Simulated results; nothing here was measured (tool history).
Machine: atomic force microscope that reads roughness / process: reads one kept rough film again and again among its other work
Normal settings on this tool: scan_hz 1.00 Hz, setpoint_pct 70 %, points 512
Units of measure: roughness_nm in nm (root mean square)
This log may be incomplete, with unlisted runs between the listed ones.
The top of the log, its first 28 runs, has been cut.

run	hour	scan_hz	setpoint_pct	points	pictures with this tip	hours of work since the height scale was calibrated	roughness_nm
29	1392.9	1.37	63	524	150	2448	4.232
30	1447.2	1.37	63	524	203	2483	4.151
# hour 1482.3: height scale calibrated on a step standard
31	1516.2	1.45	63	767	269	22	4.126
32	1553.5	1.40	78	565	306	46	3.780
# hour 1592.5: new tip fitted
33	1619.3	1.40	78	565	26	88	4.250
34	1670.3	2.91	70	812	76	121	3.977
35	1705.4	3.87	85	389	110	144	3.083
36	1762.7	3.87	85	389	166	181	2.975
37	1802.2	3.87	85	389	205	207	2.953
38	1857.5	3.87	85	389	259	243	2.837
39	1909.3	3.14	69	512	309	276	3.568
# hour 1946.6: new tip fitted
40	1949.8	1.29	76	289	3	302	4.394
41	2001.8	0.92	65	289	54	336	4.531
42	2067.5	0.52	87	289	118	379	4.289
43	2108.4	3.53	57	289	158	405	4.126
44	2167.4	0.95	78	350	215	443	4.073

Consider 4 possible next runs. They are alternatives, not a sequence: every one starts from the tool as it was left by run 44. What does each give?
A	2222.0	0.76	64	776	268	479	?
B	2222.0	1.48	55	389	268	479	?
C	2222.0	0.95	60	523	268	479	?
D	2222.0	1.18	60	352	268	479	?

run	roughness_nm
A	4.227
B	4.201
C	4.207
D	4.186
Without the tool's hidden state the same runs would have given:
run	roughness_nm
A	4.766
B	4.737
C	4.745
D	4.719
